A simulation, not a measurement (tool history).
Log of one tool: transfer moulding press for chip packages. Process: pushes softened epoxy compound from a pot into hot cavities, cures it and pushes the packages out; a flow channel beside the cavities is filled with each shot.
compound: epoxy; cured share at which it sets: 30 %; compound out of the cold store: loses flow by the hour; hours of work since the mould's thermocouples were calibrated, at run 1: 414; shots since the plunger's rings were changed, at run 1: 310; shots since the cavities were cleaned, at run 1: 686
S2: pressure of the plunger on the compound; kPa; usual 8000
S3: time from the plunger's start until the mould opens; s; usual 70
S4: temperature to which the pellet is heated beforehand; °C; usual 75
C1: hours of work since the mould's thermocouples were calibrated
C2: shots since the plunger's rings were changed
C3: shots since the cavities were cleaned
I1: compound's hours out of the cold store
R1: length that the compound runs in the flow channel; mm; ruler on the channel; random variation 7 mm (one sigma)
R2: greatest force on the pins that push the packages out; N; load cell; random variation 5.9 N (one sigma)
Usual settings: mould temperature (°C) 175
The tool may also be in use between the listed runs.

{"run": 1, "day": 0.0, "mould temperature (°C)": 175, "S2": 8000, "S3": 70, "S4": 75, "C1": 414, "C2": 310, "C3": 686, "I1": 36.1, "R1": 920, "R2": 306}
{"day": 0.288, "done": "cavities cleaned with cleaning compound and waxed"}
{"run": 2, "day": 0.562, "mould temperature (°C)": 175, "S2": 8000, "S3": 70, "S4": 75, "C1": 422, "C2": 486, "C3": 97, "I1": 30.2, "R1": 965, "R2": 234}
{"run": 3, "day": 1.129, "mould temperature (°C)": 175, "S2": 8000, "S3": 70, "S4": 75, "C1": 431, "C2": 685, "C3": 296, "I1": 31.3, "R1": 943, "R2": 259}
{"run": 4, "day": 1.817, "mould temperature (°C)": 169, "S2": 8000, "S3": 70, "S4": 75, "C1": 442, "C2": 928, "C3": 539, "I1": 30.3, "R1": 983, "R2": 464}
{"run": 5, "day": 2.233, "mould temperature (°C)": 169, "S2": 8000, "S3": 70, "S4": 75, "C1": 449, "C2": 1074, "C3": 685, "I1": 36.7, "R1": 945, "R2": 457}
{"day": 2.496, "done": "cavities cleaned with cleaning compound and waxed"}
{"run": 6, "day": 2.646, "mould temperature (°C)": 177, "S2": 8000, "S3": 70, "S4": 75, "C1": 455, "C2": 1198, "C3": 53, "I1": 37.6, "R1": 892, "R2": 207}
{"run": 7, "day": 3.246, "mould temperature (°C)": 177, "S2": 8000, "S3": 70, "S4": 75, "C1": 464, "C2": 1409, "C3": 264, "I1": 26.3, "R1": 934, "R2": 245}
{"run": 8, "day": 3.808, "mould temperature (°C)": 177, "S2": 8000, "S3": 70, "S4": 75, "C1": 473, "C2": 1606, "C3": 461, "I1": 16.7, "R1": 987, "R2": 276}
{"run": 9, "day": 4.404, "mould temperature (°C)": 177, "S2": 8000, "S3": 70, "S4": 75, "C1": 483, "C2": 1817, "C3": 672, "I1": 41.0, "R1": 878, "R2": 270}
{"day": 4.729, "done": "cavities cleaned with cleaning compound and waxed"}
{"run": 10, "day": 5.108, "mould temperature (°C)": 180, "S2": 8000, "S3": 70, "S4": 75, "C1": 493, "C2": 2042, "C3": 132, "I1": 16.5, "R1": 951, "R2": 202}
{"run": 11, "day": 5.421, "mould temperature (°C)": 180, "S2": 8000, "S3": 70, "S4": 75, "C1": 498, "C2": 2153, "C3": 243, "I1": 22.3, "R1": 928, "R2": 226}
{"run": 12, "day": 5.971, "mould temperature (°C)": 175, "S2": 8000, "S3": 70, "S4": 77, "C1": 507, "C2": 2346, "C3": 436, "I1": 46.7, "R1": 847, "R2": 278}
{"run": 13, "day": 6.392, "mould temperature (°C)": 175, "S2": 8000, "S3": 70, "S4": 77, "C1": 514, "C2": 2495, "C3": 585, "I1": 24.8, "R1": 940, "R2": 303}
{"run": 14, "day": 6.846, "mould temperature (°C)": 175, "S2": 8000, "S3": 70, "S4": 77, "C1": 521, "C2": 2654, "C3": 744, "I1": 16.2, "R1": 957, "R2": 318}
{"day": 6.967, "done": "cavities cleaned with cleaning compound and waxed"}
{"run": 15, "day": 7.392, "mould temperature (°C)": 178, "S2": 8000, "S3": 61, "S4": 77, "C1": 529, "C2": 2824, "C3": 149, "I1": 13.3, "R1": 952, "R2": 287}
{"run": 16, "day": 7.975, "mould temperature (°C)": 171, "S2": 6280, "S3": 70, "S4": 75, "C1": 538, "C2": 3030, "C3": 355, "I1": 8.5, "R1": 894, "R2": 397}
{"day": 8.112, "done": "mould's thermocouples calibrated"}
{"run": 17, "day": 8.525, "mould temperature (°C)": 181, "S2": 6450, "S3": 54, "S4": 70, "C1": 7, "C2": 3194, "C3": 519, "I1": 12.7, "R1": 842, "R2": 389}
{"run": 18, "day": 9.008, "mould temperature (°C)": 170, "S2": 9690, "S3": 63, "S4": 69, "C1": 14, "C2": 3365, "C3": 690, "I1": 15.7, "R1": 1071, "R2": 586}
{"day": 9.258, "done": "cavities cleaned with cleaning compound and waxed"}
{"run": 19, "day": 9.438, "mould temperature (°C)": 175, "S2": 8000, "S3": 101, "S4": 75, "C1": 20, "C2": 3494, "C3": 64, "I1": 9.6, "R1": 977, "R2": 165}
{"run": 20, "day": 9.754, "mould temperature (°C)": 167, "S2": 6240, "S3": 78, "S4": 75, "C1": 25, "C2": 3606, "C3": 176, "I1": 27.5, "R1": 822, "R2": 307}
{"run": 21, "day": 10.121, "mould temperature (°C)": 171, "S2": 6120, "S3": 101, "S4": 76, "C1": 31, "C2": 3734, "C3": 304, "I1": 22.9, "R1": 818, "R2": 209}
{"day": 10.85, "done": "mould's thermocouples calibrated, once more"}
{"run": 22, "day": 10.883, "mould temperature (°C)": 180, "S2": 6230, "S3": 101, "S4": 76, "C1": 1, "C2": 3973, "C3": 543, "I1": 44.7, "R1": 726, "R2": 231}
{"day": 11.571, "done": "cavities cleaned with cleaning compound and waxed"}
{"run": 23, "day": 11.6, "mould temperature (°C)": 180, "S2": 6230, "S3": 101, "S4": 76, "C1": 11, "C2": 4204, "C3": 11, "I1": 41.8, "R1": 722, "R2": 163}
{"run": 24, "day": 12.229, "mould temperature (°C)": 168, "S2": 9460, "S3": 80, "S4": 70, "C1": 21, "C2": 4425, "C3": 232, "I1": 13.5, "R1": 1062, "R2": 346}
{"run": 25, "day": 12.833, "mould temperature (°C)": 179, "S2": 8000, "S3": 84, "S4": 70, "C1": 31, "C2": 4638, "C3": 445, "I1": 38.3, "R1": 824, "R2": 217}
{"run": 26, "day": 13.5, "mould temperature (°C)": 176, "S2": 7980, "S3": 100, "S4": 74, "C1": 42, "C2": 4872, "C3": 679, "I1": 22.6, "R1": 904, "R2": 238}
{"day": 13.771, "done": "cavities cleaned with cleaning compound and waxed"}
{"run": 27, "day": 14.079, "mould temperature (°C)": 176, "S2": 7980, "S3": 100, "S4": 69, "C1": 50, "C2": 5054, "C3": 108, "I1": 32.9, "R1": 858, "R2": 163}

3 ways to go on from here, each from the tool as it stands after run 27. What would each give?
{"run": "A", "day": 14.604, "mould temperature (°C)": 176, "S2": 7980, "S3": 100, "S4": 85, "C1": 58, "C2": 5239, "C3": 293, "I1": 28.6, "R1": "?", "R2": "?"}
{"run": "B", "day": 14.604, "mould temperature (°C)": 175, "S2": 9330, "S3": 69, "S4": 75, "C1": 58, "C2": 5239, "C3": 293, "I1": 33.5, "R1": "?", "R2": "?"}
{"run": "C", "day": 14.604, "mould temperature (°C)": 183, "S2": 8000, "S3": 60, "S4": 70, "C1": 58, "C2": 5239, "C3": 293, "I1": 18.6, "R1": "?", "R2": "?"}

run=A R1=855 R2=211
run=B R1=911 R2=298
run=C R1=880 R2=270
Without the tool's hidden state the same runs would have given:
run=A R1=958 R2=164
run=B R1=1022 R2=232
run=C R1=986 R2=209
